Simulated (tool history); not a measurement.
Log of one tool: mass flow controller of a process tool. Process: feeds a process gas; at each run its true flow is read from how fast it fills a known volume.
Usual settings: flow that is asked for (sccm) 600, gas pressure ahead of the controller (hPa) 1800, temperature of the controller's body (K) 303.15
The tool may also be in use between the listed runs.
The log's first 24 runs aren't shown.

| run | hour | flow that is asked for (sccm) | gas pressure ahead of the controller (hPa) | temperature of the controller's body (K) | true flow (%) |
|---|---|---|---|---|---|
| 25 | 1651.8 | 228 | 1510 | 303.15 | 101.42 |
| 26 | 1735.9 | 600 | 1530 | 303.15 | 100.88 |
| 27 | 1802.4 | 268 | 2670 | 303.15 | 101.91 |
| 28 | 1871.7 | 600 | 1800 | 296.15 | 100.74 |
| 29 | 1931.1 | 502 | 2770 | 299.15 | 101.62 |
| 30 | 2014.2 | 491 | 2420 | 296.15 | 101.22 |
| 31 | 2094.1 | 239 | 1620 | 303.15 | 101.7 |
| 32 | 2133.3 | 336 | 1800 | 303.15 | 101.41 |
| 33 | 2214.8 | 336 | 1800 | 303.15 | 101.44 |
| 34 | 2285.7 | 342 | 2490 | 298.15 | 101.64 |
| 35 | 2333 | 342 | 2490 | 298.15 | 101.63 |
| 36 | 2404.4 | 167 | 2280 | 312.15 | 102.93 |
| 37 | 2469.9 | 918 | 1800 | 297.15 | 101.14 |

4 ways to go on from here, each from the tool as it stands after run 37. What would each give?
| A | 2515.1 | 600 | 1420 | 303.15 | ? |
| B | 2515.1 | 106 | 1800 | 301.15 | ? |
| C | 2515.1 | 600 | 2620 | 294.15 | ? |
| D | 2515.1 | 235 | 2310 | 303.15 | ? |

| run | true flow (%) |
|---|---|
| A | 101.04 |
| B | 103.21 |
| C | 101.34 |
| D | 102.15 |
Without the tool's hidden state the same runs would have given:
| run | true flow (%) |
|---|---|
| A | 99.56 |
| B | 99.41 |
| C | 99.86 |
| D | 99.89 |
